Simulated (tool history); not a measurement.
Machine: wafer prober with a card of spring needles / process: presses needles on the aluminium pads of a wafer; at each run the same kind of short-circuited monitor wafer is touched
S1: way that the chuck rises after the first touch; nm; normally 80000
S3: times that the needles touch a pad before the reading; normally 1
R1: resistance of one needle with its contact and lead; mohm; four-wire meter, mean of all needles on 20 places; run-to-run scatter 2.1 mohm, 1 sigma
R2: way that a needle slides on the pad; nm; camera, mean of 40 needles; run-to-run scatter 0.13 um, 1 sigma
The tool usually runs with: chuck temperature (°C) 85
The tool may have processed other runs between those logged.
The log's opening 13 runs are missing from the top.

-- day=6.508 tips cleaned on abrasive film
-- day=6.767 tips cleaned on abrasive film
run 14 day=6.792 | S1=80000 chuck_temperature_(°C)=85 S3=1 | R1=229 R2=13320
-- day=7.029 tips cleaned on abrasive film
run 15 day=7.179 | S1=80000 chuck_temperature_(°C)=85 S3=1 | R1=248 R2=13300
-- day=7.271 tips cleaned on abrasive film
-- day=7.550 tips cleaned on abrasive film
run 16 day=7.762 | S1=63000 chuck_temperature_(°C)=96 S3=2 | R1=254 R2=10550
-- day=7.812 tips cleaned on abrasive film
-- day=8.083 tips cleaned on abrasive film
-- day=8.325 tips cleaned on abrasive film
run 17 day=8.425 | S1=63000 chuck_temperature_(°C)=83 S3=2 | R1=240 R2=10350
-- day=8.588 tips cleaned on abrasive film
-- day=8.850 tips cleaned on abrasive film
run 18 day=9.042 | S1=63000 chuck_temperature_(°C)=83 S3=2 | R1=250 R2=10410
-- day=9.133 tips cleaned on abrasive film
-- day=9.375 tips cleaned on abrasive film
run 19 day=9.446 | S1=80000 chuck_temperature_(°C)=37 S3=1 | R1=234 R2=13190
-- day=9.629 tips cleaned on abrasive film
run 20 day=9.850 | S1=86000 chuck_temperature_(°C)=67 S3=1 | R1=243 R2=14320
-- day=9.892 tips cleaned on abrasive film
-- day=10.142 tips cleaned on abrasive film
-- day=10.412 tips cleaned on abrasive film
run 21 day=10.542 | S1=76000 chuck_temperature_(°C)=71 S3=2 | R1=232 R2=12340
-- day=10.667 tips cleaned on abrasive film
-- day=10.929 tips cleaned on abrasive film
-- day=11.208 tips cleaned on abrasive film
run 22 day=11.304 | S1=76000 chuck_temperature_(°C)=71 S3=2 | R1=233 R2=12450
-- day=11.475 tips cleaned on abrasive film
-- day=11.742 tips cleaned on abrasive film
run 23 day=11.925 | S1=80000 chuck_temperature_(°C)=85 S3=2 | R1=239 R2=13310
-- day=11.988 tips cleaned on abrasive film
-- day=12.254 tips cleaned on abrasive film
-- day=12.521 tips cleaned on abrasive film
run 24 day=12.646 | S1=83000 chuck_temperature_(°C)=37 S3=2 | R1=227 R2=13910
-- day=12.812 tips cleaned on abrasive film
-- day=13.092 tips cleaned on abrasive film
run 25 day=13.267 | S1=83000 chuck_temperature_(°C)=37 S3=2 | R1=231 R2=13570
-- day=13.346 tips cleaned on abrasive film
-- day=13.612 tips cleaned on abrasive film
-- day=13.875 tips cleaned on abrasive film
run 26 day=14.017 | S1=83000 chuck_temperature_(°C)=37 S3=2 | R1=230 R2=13500
-- day=14.171 tips cleaned on abrasive film
run 27 day=14.371 | S1=85000 chuck_temperature_(°C)=31 S3=3 | R1=221 R2=13770
-- day=14.433 tips cleaned on abrasive film
-- day=14.708 tips cleaned on abrasive film
run 28 day=14.712 | S1=80000 chuck_temperature_(°C)=92 S3=2 | R1=229 R2=12800
-- day=14.983 tips cleaned on abrasive film
-- day=15.258 tips cleaned on abrasive film
run 29 day=15.471 | S1=80000 chuck_temperature_(°C)=92 S3=2 | R1=247 R2=12850
-- day=15.533 tips cleaned on abrasive film
-- day=15.808 tips cleaned on abrasive film
run 30 day=15.950 | S1=80000 chuck_temperature_(°C)=29 S3=1 | R1=236 R2=13110

Below are 4 alternative next runs, each starting from the tool's condition after run 30. Predict each:
-- day=16.108 tips cleaned on abrasive film
run A day=16.333 | S1=100000 chuck_temperature_(°C)=35 S3=2 | R1=? R2=?
-- day=16.108 tips cleaned on abrasive film
run B day=16.333 | S1=80000 chuck_temperature_(°C)=80 S3=2 | R1=? R2=?
-- day=16.108 tips cleaned on abrasive film
run C day=16.333 | S1=91000 chuck_temperature_(°C)=112 S3=1 | R1=? R2=?
-- day=16.108 tips cleaned on abrasive film
run D day=16.333 | S1=79000 chuck_temperature_(°C)=44 S3=2 | R1=? R2=?

run=A R1=226 R2=16020
run=B R1=245 R2=12760
run=C R1=257 R2=14840
run=D R1=236 R2=12700
With the hidden condition removed and each run's random variation left untouched, the same runs would have given:
run=A R1=213 R2=16560
run=B R1=227 R2=13310
run=C R1=234 R2=15390
run=D R1=216 R2=13250

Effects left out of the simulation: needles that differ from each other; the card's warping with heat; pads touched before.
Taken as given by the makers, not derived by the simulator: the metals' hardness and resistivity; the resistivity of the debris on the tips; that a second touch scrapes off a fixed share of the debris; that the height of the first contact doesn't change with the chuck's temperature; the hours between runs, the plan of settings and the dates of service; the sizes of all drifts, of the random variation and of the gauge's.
